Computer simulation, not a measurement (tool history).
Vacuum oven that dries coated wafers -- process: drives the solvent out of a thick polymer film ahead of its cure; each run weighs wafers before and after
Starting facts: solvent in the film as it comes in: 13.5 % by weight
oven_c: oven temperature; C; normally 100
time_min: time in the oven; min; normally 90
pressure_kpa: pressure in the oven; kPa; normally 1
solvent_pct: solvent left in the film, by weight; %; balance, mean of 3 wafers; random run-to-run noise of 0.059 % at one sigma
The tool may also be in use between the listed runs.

Run 1, hour 0: usual settings. Result: solvent_pct 3.06 %.
Run 2, hour 21.3: usual settings. Result: solvent_pct 3.11 %.
Run 3, hour 36.5: usual settings. Result: solvent_pct 3.06 %.
Run 4, hour 54.2: usual settings. Result: solvent_pct 3.09 %.
Run 5, hour 67.3: usual settings. Result: solvent_pct 3.1 %.
Run 6, hour 80.1: usual settings. Result: solvent_pct 3.07 %.
Run 7, hour 103.1: usual settings. Result: solvent_pct 3.06 %.
Run 8, hour 121.8: usual settings. Result: solvent_pct 3 %.
Run 9, hour 144.4: usual settings. Result: solvent_pct 3.19 %.
Run 10, hour 158.1: usual settings. Result: solvent_pct 3.18 %.
Run 11, hour 174.2: usual settings but time_min 86 min. Result: solvent_pct 3.45 %.
Run 12, hour 185.9: usual settings but time_min 49 min. Result: solvent_pct 5.36 %.
Run 13, hour 210.6: usual settings but oven_c 94 C, time_min 154 min. Result: solvent_pct 2.73 %.
At hour 214.9: oven's thermocouples calibrated.
Run 14, hour 228.5: usual settings but oven_c 94 C. Result: solvent_pct 4.67 %.
Run 15, hour 245.1: usual settings but oven_c 105 C, pressure_kpa 0.51 kPa. Result: solvent_pct 1.84 %.
Run 16, hour 256.4: usual settings but oven_c 105 C, pressure_kpa 0.51 kPa. Result: solvent_pct 1.81 %.
At hour 267.5: oven's thermocouples calibrated, once more.
Run 17, hour 281.4: usual settings but oven_c 104 C, time_min 118 min, pressure_kpa 0.51 kPa. Result: solvent_pct 1.23 %.
Run 18, hour 297.1: usual settings but oven_c 97 C, time_min 111 min, pressure_kpa 2.73 kPa. Result: solvent_pct 4.35 %.
Run 19, hour 315.5: usual settings but oven_c 110 C, time_min 66 min. Result: solvent_pct 1.94 %.
Run 20, hour 335.6: usual settings but oven_c 90 C, pressure_kpa 0.65 kPa. Result: solvent_pct 5.49 %.
Run 21, hour 355.4: usual settings but oven_c 90 C, pressure_kpa 0.72 kPa. Result: solvent_pct 5.45 %.
Run 22, hour 379.3: usual settings but oven_c 89 C. Result: solvent_pct 5.78 %.

Measured minus without-hidden-state, run by run (identical run-to-run variation in each term; gauge scatter may differ):
The tool's hidden condition here consists of: true wafer temperature over the reading, C; true pressure over the reading, kPa; drift of the gauge itself on solvent_pct, %.
run  solvent_pct
  1        -0.03
  2        -0.02
  3        -0.02
  4           +0
  5           +0
  6           +0
  7        +0.01
  8        +0.01
  9        +0.03
 10        +0.03
 11        +0.04
 12        +0.03
 13        +0.06
 14        +0.07
 15        +0.06
 16        +0.07
 17        +0.01
 18           +0
 19           +0
 20        +0.02
 21        +0.02
 22        +0.04

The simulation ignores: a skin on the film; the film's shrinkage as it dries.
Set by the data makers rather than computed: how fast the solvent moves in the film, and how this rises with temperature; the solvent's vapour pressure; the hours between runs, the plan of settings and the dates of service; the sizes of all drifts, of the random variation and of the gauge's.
